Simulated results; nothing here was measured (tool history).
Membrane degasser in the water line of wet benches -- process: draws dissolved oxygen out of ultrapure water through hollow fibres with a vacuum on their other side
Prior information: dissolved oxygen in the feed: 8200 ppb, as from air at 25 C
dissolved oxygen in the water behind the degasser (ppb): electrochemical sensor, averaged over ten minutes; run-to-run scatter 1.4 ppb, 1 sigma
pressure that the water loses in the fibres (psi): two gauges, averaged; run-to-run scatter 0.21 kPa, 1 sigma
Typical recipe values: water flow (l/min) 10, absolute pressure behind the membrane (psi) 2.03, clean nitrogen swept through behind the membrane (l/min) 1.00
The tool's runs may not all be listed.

| run | hour | water flow (l/min) | absolute pressure behind the membrane (psi) | clean nitrogen swept through behind the membrane (l/min) | dissolved oxygen in the water behind the degasser (ppb) | pressure that the water loses in the fibres (psi) |
|---|---|---|---|---|---|---|
| 1 | 0.0 | 10 | 2.03 | 1.00 | 309.7 | 9.220 |
| 2 | 138.2 | 10 | 2.03 | 1.00 | 310.0 | 9.227 |
| 3 | 254.9 | 10 | 2.03 | 1.00 | 306.9 | 9.214 |
| 4 | 379.6 | 10 | 2.03 | 1.00 | 307.9 | 9.210 |
| 5 | 482.2 | 10 | 2.03 | 1.00 | 309.3 | 9.335 |
| 6 | 595.4 | 10 | 2.03 | 1.00 | 307.9 | 9.229 |
| 7 | 756.3 | 12 | 2.03 | 1.00 | 376.3 | 11.103 |
| 8 | 829.7 | 12 | 2.03 | 2.13 | 228.8 | 11.100 |
| 9 | 918.0 | 10 | 2.03 | 1.00 | 309.7 | 9.224 |
| 10 | 1084.7 | 10 | 2.47 | 1.00 | 375.7 | 9.237 |
| 11 | 1259.4 | 10 | 2.47 | 1.00 | 375.3 | 9.272 |
| 12 | 1425.8 | 10 | 1.64 | 1.00 | 249.8 | 9.258 |
| 13 | 1523.9 | 10 | 1.64 | 1.00 | 247.8 | 9.221 |
| 14 | 1623.9 | 10 | 1.64 | 1.00 | 249.6 | 9.198 |
| 15 | 1738.6 | 10 | 1.64 | 1.00 | 250.5 | 9.255 |
| 16 | 1825.6 | 10 | 2.03 | 2.03 | 189.0 | 9.271 |
| 17 | 1963.5 | 7 | 4.84 | 0.67 | 723.2 | 6.498 |
| 18 | 2091.5 | 7 | 4.84 | 0.67 | 728.4 | 6.432 |
| 19 | 2252.3 | 11 | 2.45 | 0.51 | 687.8 | 10.195 |
| 20 | 2341.0 | 9 | 2.45 | 2.29 | 181.0 | 8.290 |
| 21 | 2480.6 | 10 | 2.03 | 0.81 | 364.8 | 9.226 |
| 22 | 2579.1 | 10 | 2.03 | 0.81 | 367.5 | 9.298 |

Forecast run 23:
| 23 | 2695.3 | 16 | 2.03 | 1.00 | ? | ? |

Run 23 gave dissolved oxygen in the water behind the degasser (ppb) 513.5, pressure that the water loses in the fibres (psi) 14.772.
Had the tool carried no hidden state, the very same run would have given dissolved oxygen in the water behind the degasser (ppb) 502.3, pressure that the water loses in the fibres (psi) 14.763.
